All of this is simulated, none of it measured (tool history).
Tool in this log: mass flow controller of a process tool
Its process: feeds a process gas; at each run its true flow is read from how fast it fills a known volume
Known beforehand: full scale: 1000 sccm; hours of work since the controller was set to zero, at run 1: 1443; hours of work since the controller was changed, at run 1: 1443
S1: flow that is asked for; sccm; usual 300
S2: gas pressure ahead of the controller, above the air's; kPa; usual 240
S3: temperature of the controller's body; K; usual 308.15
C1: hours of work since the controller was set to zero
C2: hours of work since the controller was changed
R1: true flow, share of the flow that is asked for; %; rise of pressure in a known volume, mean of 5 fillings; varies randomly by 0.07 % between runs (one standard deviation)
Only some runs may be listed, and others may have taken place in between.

| run | hour | S1 | S2 | S3 | C1 | C2 | R1 |
|---|---|---|---|---|---|---|---|
| 1 | 0 | 300 | 240 | 308.15 | 1443 | 1443 | 100.53 |
| 2 | 124.6 | 300 | 240 | 308.15 | 1510 | 1510 | 100.6 |
| 3 | 194.5 | 300 | 240 | 308.15 | 1548 | 1548 | 100.65 |
| 4 | 282.3 | 300 | 240 | 306.15 | 1595 | 1595 | 100.53 |
| 5 | 354.5 | 300 | 240 | 308.15 | 1634 | 1634 | 100.68 |
| 6 | 487.1 | 300 | 240 | 308.15 | 1705 | 1705 | 100.74 |
| 7 | 597.2 | 300 | 240 | 308.15 | 1765 | 1765 | 100.78 |
| 8 | 710.3 | 300 | 240 | 308.15 | 1826 | 1826 | 100.93 |
| 9 | 837.1 | 300 | 240 | 308.15 | 1894 | 1894 | 101.03 |
| 10 | 913.4 | 300 | 240 | 308.15 | 1935 | 1935 | 101.17 |
| 11 | 994.5 | 936 | 240 | 308.15 | 1978 | 1978 | 101.8 |
| 12 | 1047.8 | 562 | 229 | 308.15 | 2007 | 2007 | 101.07 |
| 13 | 1151.4 | 106 | 233 | 303.15 | 2063 | 2063 | 102.9 |
| 14 | 1244.6 | 363 | 233 | 299.15 | 2113 | 2113 | 100.42 |
| 15 | 1305.4 | 363 | 233 | 299.15 | 2146 | 2146 | 100.31 |
| 16 | 1376.9 | 266 | 150 | 310.15 | 2184 | 2184 | 101.31 |
| 17 | 1468.7 | 266 | 150 | 310.15 | 2234 | 2234 | 101.39 |
| 18 | 1553.7 | 266 | 150 | 310.15 | 2279 | 2279 | 101.35 |
| 19 | 1645.9 | 266 | 150 | 310.15 | 2329 | 2329 | 101.38 |
| 20 | 1774.3 | 266 | 150 | 310.15 | 2398 | 2398 | 101.53 |
| 21 | 1839.8 | 266 | 150 | 310.15 | 2433 | 2433 | 101.66 |
| 22 | 1910.9 | 360 | 265 | 310.15 | 2472 | 2472 | 101.74 |

Below are 4 alternative next runs, each starting from the tool's condition after run 22. Predict each:
| A | 1980.8 | 409 | 218 | 302.15 | 2509 | 2509 | ? |
| B | 1980.8 | 300 | 258 | 311.15 | 2509 | 2509 | ? |
| C | 1980.8 | 162 | 240 | 308.15 | 2509 | 2509 | ? |
| D | 1980.8 | 986 | 154 | 303.15 | 2509 | 2509 | ? |

| run | R1 |
|---|---|
| A | 100.92 |
| B | 102.04 |
| C | 102.87 |
| D | 101.57 |
Stripped of hidden state, with their random variation kept, the same runs would have yielded:
| run | R1 |
|---|---|
| A | 98.79 |
| B | 99.44 |
| C | 98.77 |
| D | 100.19 |
